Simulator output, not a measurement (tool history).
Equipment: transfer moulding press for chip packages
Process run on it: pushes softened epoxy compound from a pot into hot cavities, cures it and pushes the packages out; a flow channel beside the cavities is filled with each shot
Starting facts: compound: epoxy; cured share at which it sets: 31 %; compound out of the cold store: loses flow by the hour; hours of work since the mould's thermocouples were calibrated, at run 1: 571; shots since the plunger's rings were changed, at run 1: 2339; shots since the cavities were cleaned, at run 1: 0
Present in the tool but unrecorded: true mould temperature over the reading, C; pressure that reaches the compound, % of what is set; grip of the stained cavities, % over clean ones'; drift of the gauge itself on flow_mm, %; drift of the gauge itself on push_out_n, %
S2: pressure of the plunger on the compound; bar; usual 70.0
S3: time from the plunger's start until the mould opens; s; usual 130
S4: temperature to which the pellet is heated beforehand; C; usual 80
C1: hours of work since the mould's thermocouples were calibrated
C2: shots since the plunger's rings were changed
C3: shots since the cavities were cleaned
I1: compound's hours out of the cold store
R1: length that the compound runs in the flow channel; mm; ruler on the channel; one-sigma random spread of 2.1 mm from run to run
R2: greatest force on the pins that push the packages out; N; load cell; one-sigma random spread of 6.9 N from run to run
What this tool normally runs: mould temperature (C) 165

Run 1, hour 0.0: usual settings; C1 571; C2 2339; C3 0; I1 24.7. Result: R1 767 mm, R2 277 N.
Run 2, hour 38.3: usual settings; C1 600; C2 2784; C3 445; I1 20.3. Result: R1 779 mm, R2 473 N.
At hour 56.3: cavities cleaned with cleaning compound and waxed.
Run 3, hour 60.8: usual settings but mould temperature (C) 172; C1 616; C2 3028; C3 52; I1 27.7. Result: R1 724 mm, R2 298 N.
Run 4, hour 88.3: usual settings but mould temperature (C) 172, S2 74.2 bar; C1 636; C2 3348; C3 372; I1 21.7. Result: R1 769 mm, R2 423 N.
At hour 112.8: cavities cleaned with cleaning compound and waxed.
Run 5, hour 130.7: usual settings but mould temperature (C) 172, S2 74.2 bar; C1 667; C2 3823; C3 208; I1 17.9. Result: R1 784 mm, R2 384 N.
At hour 140.4: plunger's sealing rings changed.
At hour 172.0: cavities cleaned with cleaning compound and waxed.
Run 6, hour 172.0: usual settings but mould temperature (C) 172, S2 74.2 bar; C1 694; C2 350; C3 0; I1 45.3. Result: R1 707 mm, R2 255 N.
Run 7, hour 214.3: usual settings; C1 726; C2 842; C3 492; I1 38.9. Result: R1 720 mm, R2 497 N.
At hour 229.8: cavities cleaned with cleaning compound and waxed.
Run 8, hour 259.7: usual settings; C1 759; C2 1352; C3 348; I1 33.7. Result: R1 740 mm, R2 453 N.
At hour 285.5: cavities cleaned with cleaning compound and waxed.
Run 9, hour 299.5: usual settings but mould temperature (C) 169; C1 787; C2 1797; C3 163; I1 23.6. Result: R1 766 mm, R2 359 N.
Run 10, hour 326.9: usual settings but mould temperature (C) 169; C1 808; C2 2116; C3 482; I1 16.5. Result: R1 794 mm, R2 484 N.
At hour 342.5: cavities cleaned with cleaning compound and waxed.
Run 11, hour 349.8: usual settings but mould temperature (C) 169; C1 824; C2 2365; C3 85; I1 36.3. Result: R1 705 mm, R2 301 N.
Run 12, hour 384.7: usual settings but S2 58.2 bar; C1 850; C2 2770; C3 490; I1 10.6. Result: R1 754 mm, R2 514 N.
At hour 393.0: mould's thermocouples calibrated.
At hour 399.3: cavities cleaned with cleaning compound and waxed.
Run 13, hour 410.4: usual settings but S2 58.2 bar; C1 12; C2 3029; C3 130; I1 14.8. Result: R1 733 mm, R2 352 N.
Run 14, hour 430.5: usual settings but mould temperature (C) 169; C1 27; C2 3262; C3 363; I1 47.7. Result: R1 653 mm, R2 426 N.
Run 15, hour 450.0: usual settings but mould temperature (C) 169; C1 41; C2 3489; C3 590; I1 43.9. Result: R1 668 mm, R2 468 N.
At hour 455.7: cavities cleaned with cleaning compound and waxed.
At hour 488.5: plunger's sealing rings changed.
Run 16, hour 495.2: usual settings but S3 163 s, S4 82 C; C1 72; C2 78; C3 431; I1 46.3. Result: R1 699 mm, R2 427 N.
At hour 513.6: cavities cleaned with cleaning compound and waxed.
Run 17, hour 518.2: usual settings but mould temperature (C) 161, S2 74.2 bar, S3 142 s; C1 88; C2 328; C3 54; I1 21.9. Result: R1 838 mm, R2 353 N.
Run 18, hour 552.9: usual settings but S2 53.9 bar, S4 87 C; C1 114; C2 731; C3 457; I1 28.1. Result: R1 677 mm, R2 500 N.
At hour 568.7: cavities cleaned with cleaning compound and waxed.
Run 19, hour 577.2: usual settings but S2 53.9 bar, S4 87 C; C1 131; C2 996; C3 98; I1 16.6. Result: R1 720 mm, R2 364 N.
At hour 608.1: mould's thermocouples calibrated, once more.
Run 20, hour 615.5: usual settings but mould temperature (C) 169, S2 53.2 bar, S3 128 s, S4 87 C; C1 5; C2 1418; C3 520; I1 37.6. Result: R1 618 mm, R2 468 N.
At hour 627.8: cavities cleaned with cleaning compound and waxed.
Run 21, hour 661.4: usual settings but mould temperature (C) 169, S2 53.2 bar, S3 128 s, S4 87 C; C1 39; C2 1934; C3 390; I1 14.5. Result: R1 699 mm, R2 420 N.
At hour 683.9: cavities cleaned with cleaning compound and waxed.
Run 22, hour 694.3: usual settings but S4 88 C; C1 62; C2 2300; C3 122; I1 13.6. Result: R1 813 mm, R2 376 N.
Run 23, hour 721.6: usual settings but mould temperature (C) 166, S2 62.8 bar, S3 125 s, S4 73 C; C1 82; C2 2616; C3 438; I1 32.5. Result: R1 689 mm, R2 508 N.
At hour 738.8: cavities cleaned with cleaning compound and waxed.
Run 24, hour 752.0: usual settings but mould temperature (C) 166, S2 62.8 bar, S3 125 s, S4 73 C; C1 104; C2 2952; C3 152; I1 18.6. Result: R1 741 mm, R2 367 N.
At hour 793.4: cavities cleaned with cleaning compound and waxed.
Run 25, hour 794.5: usual settings but mould temperature (C) 172, S2 84.7 bar; C1 134; C2 3429; C3 12; I1 13.3. Result: R1 862 mm, R2 272 N.
Run 26, hour 824.0: usual settings but S2 56.8 bar, S3 154 s, S4 88 C; C1 156; C2 3773; C3 356; I1 34.9. Result: R1 635 mm, R2 451 N.

Predict each of these 5 candidate next runs independently; none follows another, all start after run 26:
At hour 837.6: plunger's sealing rings changed.
At hour 851.3: cavities cleaned with cleaning compound and waxed.
Run A, hour 871.8: usual settings but mould temperature (C) 163, S2 79.4 bar, S3 119 s; C1 189; C2 381; C3 238; I1 32.5. Result: R1 ?, R2 ?.
At hour 837.6: plunger's sealing rings changed.
At hour 851.3: cavities cleaned with cleaning compound and waxed.
Run B, hour 871.8: usual settings but mould temperature (C) 159, S2 56.8 bar, S3 154 s, S4 88 C; C1 189; C2 381; C3 238; I1 23.5. Result: R1 ?, R2 ?.
At hour 837.6: plunger's sealing rings changed.
At hour 851.3: cavities cleaned with cleaning compound and waxed.
Run C, hour 871.8: usual settings but S3 160 s, S4 85 C; C1 189; C2 381; C3 238; I1 33.3. Result: R1 ?, R2 ?.
At hour 837.6: plunger's sealing rings changed.
At hour 851.3: cavities cleaned with cleaning compound and waxed.
Run D, hour 871.8: usual settings but mould temperature (C) 169, S2 56.8 bar, S3 158 s, S4 84 C; C1 189; C2 381; C3 238; I1 43.3. Result: R1 ?, R2 ?.
At hour 837.6: plunger's sealing rings changed.
At hour 851.3: cavities cleaned with cleaning compound and waxed.
Run E, hour 871.8: usual settings but S2 85.5 bar, S3 153 s, S4 89 C; C1 189; C2 381; C3 238; I1 9.4. Result: R1 ?, R2 ?.

run   R1   R2
  A  806  480
  B  729  443
  C  750  380
  D  627  362
  E  949  383
What these runs would have given with no unlogged condition in the tool:
run   R1   R2
  A  811  326
  B  734  303
  C  755  262
  D  631  248
  E  955  265
